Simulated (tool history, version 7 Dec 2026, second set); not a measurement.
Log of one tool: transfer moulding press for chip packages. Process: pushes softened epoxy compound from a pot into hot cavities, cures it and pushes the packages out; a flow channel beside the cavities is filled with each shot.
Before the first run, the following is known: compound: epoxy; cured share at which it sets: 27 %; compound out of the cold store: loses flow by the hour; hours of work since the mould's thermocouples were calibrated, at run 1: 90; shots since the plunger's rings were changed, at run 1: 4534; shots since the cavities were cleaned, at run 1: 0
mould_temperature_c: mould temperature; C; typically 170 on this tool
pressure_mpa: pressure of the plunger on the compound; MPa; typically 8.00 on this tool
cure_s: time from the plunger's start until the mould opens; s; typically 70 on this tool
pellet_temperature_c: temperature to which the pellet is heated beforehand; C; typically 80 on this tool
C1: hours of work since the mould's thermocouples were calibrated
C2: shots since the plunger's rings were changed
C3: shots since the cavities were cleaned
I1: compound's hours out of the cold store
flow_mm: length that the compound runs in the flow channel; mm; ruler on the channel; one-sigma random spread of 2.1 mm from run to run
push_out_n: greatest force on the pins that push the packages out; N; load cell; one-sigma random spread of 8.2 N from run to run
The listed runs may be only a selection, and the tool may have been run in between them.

run 1 day=0.000 | mould_temperature_c=170 pressure_mpa=8.00 cure_s=70 pellet_temperature_c=80 | C1=90 C2=4534 C3=0 | I1=29.7 | flow_mm=490 push_out_n=371
run 2 day=1.000 | mould_temperature_c=170 pressure_mpa=8.00 cure_s=70 pellet_temperature_c=80 | C1=106 C2=4857 C3=323 | I1=13.4 | flow_mm=516 push_out_n=482
-- day=1.446 cavities cleaned with cleaning compound and waxed
run 3 day=1.600 | mould_temperature_c=170 pressure_mpa=7.87 cure_s=70 pellet_temperature_c=80 | C1=114 C2=5032 C3=51 | I1=31.7 | flow_mm=482 push_out_n=381
run 4 day=2.212 | mould_temperature_c=166 pressure_mpa=7.87 cure_s=70 pellet_temperature_c=80 | C1=123 C2=5230 C3=249 | I1=43.3 | flow_mm=470 push_out_n=570
-- day=2.629 plunger's sealing rings changed
-- day=2.925 cavities cleaned with cleaning compound and waxed
run 5 day=2.925 | mould_temperature_c=166 pressure_mpa=7.87 cure_s=70 pellet_temperature_c=80 | C1=132 C2=75 C3=0 | I1=36.3 | flow_mm=507 push_out_n=476
run 6 day=3.717 | mould_temperature_c=166 pressure_mpa=7.87 cure_s=70 pellet_temperature_c=80 | C1=144 C2=333 C3=258 | I1=10.5 | flow_mm=550 push_out_n=619
-- day=4.300 cavities cleaned with cleaning compound and waxed
run 7 day=4.421 | mould_temperature_c=166 pressure_mpa=7.87 cure_s=70 pellet_temperature_c=80 | C1=154 C2=541 C3=40 | I1=31.0 | flow_mm=512 push_out_n=531
run 8 day=5.067 | mould_temperature_c=170 pressure_mpa=8.00 cure_s=70 pellet_temperature_c=80 | C1=164 C2=749 C3=248 | I1=26.6 | flow_mm=516 push_out_n=456
-- day=5.671 cavities cleaned with cleaning compound and waxed
run 9 day=5.696 | mould_temperature_c=170 pressure_mpa=8.00 cure_s=73 pellet_temperature_c=80 | C1=173 C2=933 C3=8 | I1=10.0 | flow_mm=540 push_out_n=369
run 10 day=6.962 | mould_temperature_c=170 pressure_mpa=8.00 cure_s=73 pellet_temperature_c=70 | C1=192 C2=1344 C3=419 | I1=10.1 | flow_mm=538 push_out_n=471
-- day=7.100 cavities cleaned with cleaning compound and waxed
run 11 day=7.729 | mould_temperature_c=163 pressure_mpa=7.91 cure_s=58 pellet_temperature_c=88 | C1=203 C2=1572 C3=205 | I1=43.6 | flow_mm=496 push_out_n=1013
-- day=8.554 cavities cleaned with cleaning compound and waxed
run 12 day=9.083 | mould_temperature_c=170 pressure_mpa=9.80 cure_s=70 pellet_temperature_c=76 | C1=223 C2=1990 C3=171 | I1=37.5 | flow_mm=543 push_out_n=401
-- day=9.958 cavities cleaned with cleaning compound and waxed
run 13 day=10.079 | mould_temperature_c=174 pressure_mpa=6.74 cure_s=70 pellet_temperature_c=76 | C1=238 C2=2292 C3=39 | I1=37.3 | flow_mm=436 push_out_n=323
run 14 day=10.800 | mould_temperature_c=174 pressure_mpa=6.74 cure_s=70 pellet_temperature_c=76 | C1=249 C2=2525 C3=272 | I1=23.5 | flow_mm=454 push_out_n=392
-- day=11.379 cavities cleaned with cleaning compound and waxed
run 15 day=11.650 | mould_temperature_c=174 pressure_mpa=6.74 cure_s=70 pellet_temperature_c=76 | C1=261 C2=2781 C3=88 | I1=36.3 | flow_mm=441 push_out_n=336
-- day=12.779 cavities cleaned with cleaning compound and waxed
run 16 day=12.833 | mould_temperature_c=165 pressure_mpa=6.74 cure_s=70 pellet_temperature_c=76 | C1=278 C2=3145 C3=18 | I1=8.8 | flow_mm=503 push_out_n=555
run 17 day=13.688 | mould_temperature_c=165 pressure_mpa=6.74 cure_s=70 pellet_temperature_c=76 | C1=292 C2=3420 C3=293 | I1=8.9 | flow_mm=499 push_out_n=669
-- day=14.200 cavities cleaned with cleaning compound and waxed
run 18 day=14.471 | mould_temperature_c=169 pressure_mpa=9.04 cure_s=67 pellet_temperature_c=78 | C1=303 C2=3655 C3=88 | I1=25.0 | flow_mm=537 push_out_n=447
-- day=15.608 cavities cleaned with cleaning compound and waxed
run 19 day=15.796 | mould_temperature_c=169 pressure_mpa=9.04 cure_s=67 pellet_temperature_c=89 | C1=322 C2=4063 C3=61 | I1=42.3 | flow_mm=504 push_out_n=409

The logged runs with the hidden state left out (each run's random variation unchanged):
The hidden state here: true mould temperature over the reading, C; pressure that reaches the compound, % of what is set; grip of the stained cavities, % over clean ones'; drift of the gauge itself on flow_mm, %; drift of the gauge itself on push_out_n, %.
run=1 flow_mm=511 push_out_n=362
run=2 flow_mm=540 push_out_n=379
run=3 flow_mm=505 push_out_n=358
run=4 flow_mm=494 push_out_n=470
run=5 flow_mm=509 push_out_n=475
run=6 flow_mm=553 push_out_n=517
run=7 flow_mm=517 push_out_n=500
run=8 flow_mm=521 push_out_n=371
run=9 flow_mm=546 push_out_n=360
run=10 flow_mm=546 push_out_n=361
run=11 flow_mm=505 push_out_n=852
run=12 flow_mm=554 push_out_n=347
run=13 flow_mm=446 push_out_n=308
run=14 flow_mm=466 push_out_n=319
run=15 flow_mm=453 push_out_n=310
run=16 flow_mm=519 push_out_n=556
run=17 flow_mm=516 push_out_n=560
run=18 flow_mm=557 push_out_n=420
run=19 flow_mm=524 push_out_n=391
